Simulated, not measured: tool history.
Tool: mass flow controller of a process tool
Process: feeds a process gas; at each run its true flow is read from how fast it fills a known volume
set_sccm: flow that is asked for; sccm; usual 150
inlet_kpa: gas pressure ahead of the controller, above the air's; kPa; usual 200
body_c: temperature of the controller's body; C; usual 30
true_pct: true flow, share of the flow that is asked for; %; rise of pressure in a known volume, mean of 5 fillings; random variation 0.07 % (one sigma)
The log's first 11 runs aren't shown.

run 12 hour=694.6 | set_sccm=150 inlet_kpa=200 body_c=30 | true_pct=99.14
run 13 hour=756.7 | set_sccm=150 inlet_kpa=200 body_c=30 | true_pct=99.32
run 14 hour=827.4 | set_sccm=150 inlet_kpa=200 body_c=30 | true_pct=99.3
run 15 hour=888.7 | set_sccm=150 inlet_kpa=200 body_c=30 | true_pct=99.27
run 16 hour=932.7 | set_sccm=150 inlet_kpa=165 body_c=30 | true_pct=99.25
run 17 hour=1007.1 | set_sccm=150 inlet_kpa=165 body_c=30 | true_pct=99.18
run 18 hour=1079 | set_sccm=150 inlet_kpa=165 body_c=30 | true_pct=99.29
run 19 hour=1117.2 | set_sccm=239 inlet_kpa=165 body_c=30 | true_pct=98.85
run 20 hour=1187.6 | set_sccm=239 inlet_kpa=165 body_c=30 | true_pct=98.9
run 21 hour=1230.1 | set_sccm=74 inlet_kpa=245 body_c=21 | true_pct=101.79
run 22 hour=1293.8 | set_sccm=91 inlet_kpa=196 body_c=32 | true_pct=100.14
run 23 hour=1357 | set_sccm=91 inlet_kpa=196 body_c=32 | true_pct=100.1
run 24 hour=1423.2 | set_sccm=91 inlet_kpa=196 body_c=32 | true_pct=100.21
run 25 hour=1461.6 | set_sccm=91 inlet_kpa=196 body_c=35 | true_pct=100.07
run 26 hour=1543.2 | set_sccm=91 inlet_kpa=196 body_c=35 | true_pct=100.15
run 27 hour=1618 | set_sccm=110 inlet_kpa=200 body_c=26 | true_pct=100.14
run 28 hour=1693.7 | set_sccm=175 inlet_kpa=200 body_c=27 | true_pct=99.54
run 29 hour=1774.5 | set_sccm=175 inlet_kpa=141 body_c=36 | true_pct=98.51
run 30 hour=1856.2 | set_sccm=54 inlet_kpa=222 body_c=30 | true_pct=102.74
run 31 hour=1926 | set_sccm=54 inlet_kpa=222 body_c=30 | true_pct=102.65
run 32 hour=1985.6 | set_sccm=84 inlet_kpa=262 body_c=31 | true_pct=101.15
run 33 hour=2036.3 | set_sccm=66 inlet_kpa=164 body_c=22 | true_pct=102.08
run 34 hour=2096.1 | set_sccm=63 inlet_kpa=153 body_c=30 | true_pct=101.71

5 ways to go on from here, each from the tool as it stands after run 34. What would each give?
run A hour=2132.1 | set_sccm=63 inlet_kpa=146 body_c=30 | true_pct=?
run B hour=2132.1 | set_sccm=88 inlet_kpa=251 body_c=30 | true_pct=?
run C hour=2132.1 | set_sccm=63 inlet_kpa=141 body_c=22 | true_pct=?
run D hour=2132.1 | set_sccm=89 inlet_kpa=157 body_c=30 | true_pct=?
run E hour=2132.1 | set_sccm=259 inlet_kpa=276 body_c=33 | true_pct=?

run=A true_pct=101.74
run=B true_pct=101.12
run=C true_pct=102.26
run=D true_pct=100.49
run=E true_pct=99.44
Without the tool's hidden state the same runs would have given:
run=A true_pct=97.49
run=B true_pct=98.25
run=C true_pct=98.01
run=D true_pct=97.66
run=E true_pct=98.86
